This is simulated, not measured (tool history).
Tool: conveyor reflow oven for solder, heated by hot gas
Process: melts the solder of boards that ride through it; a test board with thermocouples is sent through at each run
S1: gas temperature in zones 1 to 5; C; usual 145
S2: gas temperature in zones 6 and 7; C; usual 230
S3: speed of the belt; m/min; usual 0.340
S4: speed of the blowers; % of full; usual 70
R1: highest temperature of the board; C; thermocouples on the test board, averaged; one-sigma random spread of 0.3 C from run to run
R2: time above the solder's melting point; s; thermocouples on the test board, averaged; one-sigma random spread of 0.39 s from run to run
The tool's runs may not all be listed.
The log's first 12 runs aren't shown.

run,hour,S1,S2,S3,S4,R1,R2
13,317.1,145,230,0.340,70,214.7,81.0
14,340.6,145,230,0.340,70,214.0,80.6
15,364.6,145,230,0.340,52,210.2,73.6
16,397.7,145,230,0.340,52,209.6,72.2
17,429.8,145,230,0.340,52,208.9,72.1
18,465.3,132,231,0.353,55,206.5,59.1
19,500.8,132,231,0.353,81,212.6,69.1
20,524.6,132,231,0.353,81,212.5,69.6
21,560.1,132,239,0.287,50,218.1,93.2
# hour 586.1: flux residue cleaned out of gas plates and filters
22,597.4,132,239,0.287,50,219.7,95.1
23,626.5,132,239,0.287,50,219.7,94.9
24,662.2,132,239,0.287,50,218.8,95.0
25,698.0,154,230,0.340,51,210.1,80.7
26,716.7,148,230,0.340,51,209.7,74.2
27,737.6,154,230,0.272,81,220.8,119.6
28,755.1,145,237,0.340,55,215.2,81.9
29,775.7,145,242,0.352,55,217.6,80.3
30,812.5,145,242,0.352,69,221.2,84.6

Each row is a separate what-if for the run after 30, all from the same tool condition, not one after another. Results?
A,827.6,145,242,0.335,84,?,?
B,827.6,145,242,0.379,53,?,?
C,827.6,144,242,0.292,72,?,?
D,827.6,145,233,0.359,66,?,?
E,827.6,145,230,0.320,67,?,?

run,R1,R2
A,225.8,94.0
B,213.7,70.7
C,227.4,109.1
D,212.6,74.6
E,213.9,85.5
Stripped of hidden state, with their random variation kept, the same runs would have yielded:
run,R1,R2
A,229.3,95.0
B,216.8,72.8
C,230.8,109.8
D,215.8,77.0
E,217.1,87.7

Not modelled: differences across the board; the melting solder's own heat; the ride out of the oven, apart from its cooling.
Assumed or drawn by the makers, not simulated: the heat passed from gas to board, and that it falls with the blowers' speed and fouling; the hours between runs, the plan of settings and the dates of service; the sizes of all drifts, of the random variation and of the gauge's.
